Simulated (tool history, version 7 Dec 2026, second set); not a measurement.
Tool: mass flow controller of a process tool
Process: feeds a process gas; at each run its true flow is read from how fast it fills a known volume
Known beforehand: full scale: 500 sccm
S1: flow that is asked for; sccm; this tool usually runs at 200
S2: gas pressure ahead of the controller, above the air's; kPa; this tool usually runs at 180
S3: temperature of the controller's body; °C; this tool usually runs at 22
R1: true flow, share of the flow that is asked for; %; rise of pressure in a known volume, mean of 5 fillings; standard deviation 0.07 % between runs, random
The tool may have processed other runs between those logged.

| run | hour | S1 | S2 | S3 | R1 |
|---|---|---|---|---|---|
| 1 | 0 | 200 | 180 | 22 | 98.69 |
| 2 | 156 | 200 | 180 | 22 | 98.76 |
| 3 | 500.5 | 62 | 180 | 22 | 99.91 |
| 4 | 646.1 | 62 | 180 | 22 | 100.04 |
| 5 | 850 | 62 | 180 | 22 | 100.33 |
| 6 | 1079.5 | 62 | 180 | 22 | 100.4 |
| 7 | 1341.9 | 128 | 180 | 22 | 99.14 |
| 8 | 1575.4 | 128 | 238 | 22 | 99.35 |
| 9 | 1753.7 | 200 | 180 | 22 | 98.83 |
| 10 | 1933.4 | 200 | 180 | 22 | 98.94 |
| 11 | 2264.6 | 200 | 180 | 22 | 98.99 |
| 12 | 2470 | 148 | 180 | 22 | 99.2 |
| 13 | 2651.2 | 200 | 152 | 22 | 98.89 |
| 14 | 2809.1 | 200 | 152 | 22 | 98.76 |
| 15 | 3015.2 | 200 | 152 | 22 | 98.91 |
| 16 | 3263.8 | 200 | 180 | 37 | 99.84 |
| 17 | 3522.2 | 200 | 180 | 22 | 99.15 |
| 18 | 3681.3 | 200 | 142 | 22 | 99.04 |
| 19 | 3839 | 200 | 174 | 22 | 99 |
| 20 | 3990.4 | 200 | 180 | 22 | 98.99 |
| 21 | 4283.4 | 159 | 180 | 22 | 99.67 |
| 22 | 4574.6 | 200 | 180 | 24 | 99.15 |
| 23 | 4910.7 | 200 | 180 | 24 | 99.39 |
| 24 | 5186.8 | 200 | 180 | 24 | 99.19 |
| 25 | 5506.6 | 200 | 202 | 26 | 99.58 |
| 26 | 5861.3 | 200 | 240 | 26 | 99.57 |
| 27 | 6177.2 | 200 | 240 | 26 | 99.74 |
| 28 | 6483.6 | 268 | 250 | 26 | 99.31 |
| 29 | 6642.7 | 302 | 207 | 22 | 98.86 |
| 30 | 6887 | 197 | 239 | 31 | 100.13 |
| 31 | 7055.8 | 111 | 192 | 38 | 102.6 |
| 32 | 7385.6 | 118 | 161 | 39 | 102.14 |
| 33 | 7610 | 189 | 179 | 23 | 99.64 |
|  | 7644.5 | controller exchanged for a calibrated one |
| 34 | 7816.9 | 200 | 144 | 37 | 99 |
| 35 | 8126.9 | 200 | 274 | 37 | 99.64 |
| 36 | 8295.4 | 484 | 165 | 22 | 99.78 |
| 37 | 8450.4 | 200 | 276 | 22 | 98.83 |
| 38 | 8662.7 | 200 | 190 | 22 | 98.54 |
| 39 | 8951.4 | 134 | 225 | 22 | 98.67 |
| 40 | 9303.7 | 134 | 225 | 22 | 98.81 |
| 41 | 9607.7 | 134 | 225 | 22 | 98.91 |
| 42 | 9944.6 | 97 | 178 | 39 | 99.96 |
| 43 | 10113.4 | 97 | 219 | 39 | 100.32 |
| 44 | 10441.1 | 167 | 201 | 39 | 99.66 |
| 45 | 10695.1 | 167 | 201 | 39 | 99.86 |

A few steps of R1 between consecutive runs. Split each: what settings, incoming material and random variation would produce without the hidden state, and what is left over for the hidden state, along with gauge scatter present in only one of the two compared results (measured, and without hidden state):
The hidden state here: flow at rest that the sensor doesn't see, % of full scale; true flow over the shown one, %; drift of the gauge itself on true_pct, %.
Run 2 -> 3: S1 200 -> 62. R1 +1.15 %: hidden state +1.94, all else -0.79.
Run 29 -> 30: S1 302 -> 197, S2 207 -> 239, S3 22 -> 31. R1 +1.27 %: hidden state +1.1, all else +0.17.
Run 30 -> 31: S1 197 -> 111, S2 239 -> 192, S3 31 -> 38. R1 +2.47 %: hidden state +2.55, all else -0.08.
Run 32 -> 33: S1 118 -> 189, S2 161 -> 179, S3 39 -> 23. R1 -2.5 %: hidden state -2.11, all else -0.39.
